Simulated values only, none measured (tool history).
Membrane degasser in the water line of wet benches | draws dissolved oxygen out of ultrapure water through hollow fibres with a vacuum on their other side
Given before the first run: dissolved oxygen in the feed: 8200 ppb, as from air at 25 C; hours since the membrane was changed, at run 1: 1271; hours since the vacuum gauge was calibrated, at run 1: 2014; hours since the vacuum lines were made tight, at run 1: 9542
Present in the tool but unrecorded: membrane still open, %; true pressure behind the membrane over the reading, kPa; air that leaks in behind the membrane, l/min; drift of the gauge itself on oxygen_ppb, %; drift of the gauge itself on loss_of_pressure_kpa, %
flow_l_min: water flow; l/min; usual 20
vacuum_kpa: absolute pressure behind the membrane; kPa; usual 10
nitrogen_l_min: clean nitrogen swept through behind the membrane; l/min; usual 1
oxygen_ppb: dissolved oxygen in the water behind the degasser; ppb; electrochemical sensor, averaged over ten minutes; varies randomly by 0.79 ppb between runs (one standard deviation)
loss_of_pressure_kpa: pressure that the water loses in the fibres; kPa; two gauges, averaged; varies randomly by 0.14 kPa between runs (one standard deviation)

run   hour  flow_l_min  vacuum_kpa  nitrogen_l_min  hours since the membrane was changed  hours since the vacuum gauge was calibrated  hours since the vacuum lines were made tight  oxygen_ppb  loss_of_pressure_kpa
  1      0          20          10               1                                  1271                                         2014                                          9542       310.2                 37.18
  2   41.3          20          10               1                                  1312                                         2056                                          9583         311                 37.17
  3   70.8          20          10               1                                  1342                                         2085                                          9613       310.6                 37.37
  4  138.3          20          10            0.84                                  1409                                         2153                                          9680       358.7                 37.16
  5  197.2          20          10               1                                  1468                                         2212                                          9739       311.9                 37.16
  6  266.1          20          10               1                                  1537                                         2281                                          9808       311.3                 37.15
  7  301.2          20          10            0.67                                  1572                                         2316                                          9843       428.4                 36.99
  8  337.1          20          10               1                                  1608                                         2352                                          9879       309.4                  37.2
  9  372.1          12          10            0.63                                  1643                                         2387                                          9914       290.1                 22.33
 10  412.8          13          10            1.15                                  1684                                         2427                                          9955       184.7                 24.26
 11    480          23         8.5            0.55                                  1751                                         2494                                         10022       448.8                 42.91
 12  544.4          20          10            0.45                                  1815                                         2559                                         10087       581.1                 37.19
 13  602.1          18        21.6            2.81                                  1873                                         2617                                         10144       286.2                 33.59
 14  667.4          18        21.6            2.81                                  1938                                         2682                                         10210       288.4                 33.52
 15  701.1          18        21.6            2.81                                  1972                                         2716                                         10243       288.4                 33.65
 16  737.7          20        11.9             0.5                                  2009                                         2752                                         10280       670.9                 37.19

How would selected steps in oxygen_ppb from run to run divide? Give the signed amount a tool lacking its hidden state would still show from settings, what came in and random variation, and the signed amount left for the hidden state, including any gauge scatter that is not in both of the compared results.
Run 9 -> 10: flow_l_min 12 -> 13, nitrogen_l_min 0.63 -> 1.15. oxygen_ppb -105.4 ppb: hidden state -2.1, all else -103.3.
Run 15 -> 16: flow_l_min 18 -> 20, vacuum_kpa 21.6 -> 11.9, nitrogen_l_min 2.81 -> 0.5. oxygen_ppb +382.5 ppb: hidden state +2, all else +380.5.
